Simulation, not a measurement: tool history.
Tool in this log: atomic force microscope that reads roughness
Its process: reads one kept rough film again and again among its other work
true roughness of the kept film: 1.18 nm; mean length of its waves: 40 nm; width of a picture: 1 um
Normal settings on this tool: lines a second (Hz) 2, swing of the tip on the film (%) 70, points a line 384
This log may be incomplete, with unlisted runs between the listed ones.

run	day	lines a second (Hz)	swing of the tip on the film (%)	points a line	roughness of the kept film (nm (root mean square))
1	0	2	70	384	1.049
2	0.346	2	70	384	1.05
3	0.662	2	70	384	1.047
4	0.933	2	70	384	1.048
5	1.2	2	70	384	1.037
6	1.517	2	70	384	1.032
7	1.871	1.88	70	384	1.058
8	2.192	0.61	70	384	1.118
9	2.425	2	58	989	1.101
10	2.692	2	58	989	1.097
11	3.017	2	58	389	1.097
12	3.367	2	70	363	1.055
13	3.721	1.44	70	478	1.074
14	4.012	0.53	59	540	1.137
15	4.371	1.64	80	367	1.01

Between the runs listed above, the log contained 1 entry, not reproduced here. Where in the sequence does each belong, and how does what the log doesn't record of the tool's condition differ from the listed run before to the listed run after?
In the gap between runs 7 and 8: new tip fitted (day 2.042)
  radius of the tip, nm: 8 -> 7

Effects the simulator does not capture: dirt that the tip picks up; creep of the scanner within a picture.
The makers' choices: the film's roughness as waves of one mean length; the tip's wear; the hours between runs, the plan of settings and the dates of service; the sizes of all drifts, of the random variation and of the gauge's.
